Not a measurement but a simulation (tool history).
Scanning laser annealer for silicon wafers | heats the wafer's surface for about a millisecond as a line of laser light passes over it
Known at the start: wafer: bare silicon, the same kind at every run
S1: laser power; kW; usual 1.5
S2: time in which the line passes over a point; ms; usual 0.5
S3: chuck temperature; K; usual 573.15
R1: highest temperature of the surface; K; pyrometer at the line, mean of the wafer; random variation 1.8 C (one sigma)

{"run": 1, "hour": 0.0, "S1": 1.5, "S2": 0.5, "S3": 573.15, "R1": 1336.15}
{"run": 2, "hour": 45.4, "S1": 1.5, "S2": 0.5, "S3": 573.15, "R1": 1337.15}
{"hour": 65.6, "done": "optics aligned, line set to its width"}
{"run": 3, "hour": 112.2, "S1": 1.5, "S2": 0.5, "S3": 573.15, "R1": 1335.15}
{"run": 4, "hour": 157.1, "S1": 1.5, "S2": 0.5, "S3": 573.15, "R1": 1333.15}
{"run": 5, "hour": 221.3, "S1": 1.5, "S2": 0.5, "S3": 559.15, "R1": 1318.15}
{"run": 6, "hour": 260.9, "S1": 1.5, "S2": 0.5, "S3": 573.15, "R1": 1329.15}
{"run": 7, "hour": 294.6, "S1": 1.5, "S2": 0.511, "S3": 573.15, "R1": 1341.15}
{"run": 8, "hour": 353.8, "S1": 1.5, "S2": 0.511, "S3": 573.15, "R1": 1336.15}
{"run": 9, "hour": 414.8, "S1": 1.5, "S2": 0.511, "S3": 573.15, "R1": 1336.15}
{"hour": 455.9, "done": "optics aligned, line set to its width, once more"}
{"run": 10, "hour": 479.4, "S1": 1.589, "S2": 0.511, "S3": 573.15, "R1": 1394.15}
{"run": 11, "hour": 529.3, "S1": 1.589, "S2": 0.511, "S3": 573.15, "R1": 1389.15}
{"run": 12, "hour": 578.9, "S1": 1.589, "S2": 0.511, "S3": 573.15, "R1": 1391.15}
{"run": 13, "hour": 625.9, "S1": 1.589, "S2": 0.511, "S3": 572.15, "R1": 1386.15}
{"run": 14, "hour": 677.2, "S1": 1.589, "S2": 0.511, "S3": 572.15, "R1": 1387.15}
{"run": 15, "hour": 713.5, "S1": 1.5, "S2": 0.5, "S3": 573.15, "R1": 1334.15}
{"run": 16, "hour": 759.8, "S1": 1.534, "S2": 0.5, "S3": 573.15, "R1": 1346.15}
{"run": 17, "hour": 807.1, "S1": 1.5, "S2": 0.5, "S3": 573.15, "R1": 1331.15}
{"run": 18, "hour": 838.0, "S1": 1.5, "S2": 0.5, "S3": 573.15, "R1": 1333.15}
{"run": 19, "hour": 893.6, "S1": 1.5, "S2": 0.5, "S3": 573.15, "R1": 1325.15}
{"run": 20, "hour": 938.2, "S1": 1.458, "S2": 0.5, "S3": 573.15, "R1": 1307.15}
{"run": 21, "hour": 984.0, "S1": 1.458, "S2": 0.5, "S3": 573.15, "R1": 1308.15}
{"run": 22, "hour": 1025.5, "S1": 1.33, "S2": 0.5, "S3": 573.15, "R1": 1246.15}
{"run": 23, "hour": 1082.2, "S1": 1.334, "S2": 0.5, "S3": 573.15, "R1": 1248.15}
{"run": 24, "hour": 1145.6, "S1": 1.317, "S2": 0.571, "S3": 573.15, "R1": 1287.15}
{"run": 25, "hour": 1179.6, "S1": 1.317, "S2": 0.571, "S3": 547.15, "R1": 1262.15}
{"run": 26, "hour": 1217.9, "S1": 1.317, "S2": 0.571, "S3": 547.15, "R1": 1258.15}
{"run": 27, "hour": 1247.9, "S1": 1.605, "S2": 0.517, "S3": 576.15, "R1": 1386.15}
{"run": 28, "hour": 1306.8, "S1": 1.612, "S2": 0.5, "S3": 589.15, "R1": 1387.15}
{"run": 29, "hour": 1356.8, "S1": 1.612, "S2": 0.5, "S3": 589.15, "R1": 1383.15}
{"run": 30, "hour": 1385.2, "S1": 1.612, "S2": 0.5, "S3": 589.15, "R1": 1382.15}
{"run": 31, "hour": 1421.1, "S1": 1.44, "S2": 0.592, "S3": 590.15, "R1": 1376.15}
{"run": 32, "hour": 1477.1, "S1": 1.5, "S2": 0.392, "S3": 599.15, "R1": 1246.15}
{"run": 33, "hour": 1516.1, "S1": 1.45, "S2": 0.5, "S3": 596.15, "R1": 1312.15}

Run 34 comes next. What will it give?
{"run": 34, "hour": 1562.6, "S1": 1.5, "S2": 0.448, "S3": 585.15, "R1": "?"}

Run 34 gave R1 1281.15 K.
Without the tool's hidden state the same run would have given R1 1311.15 K.
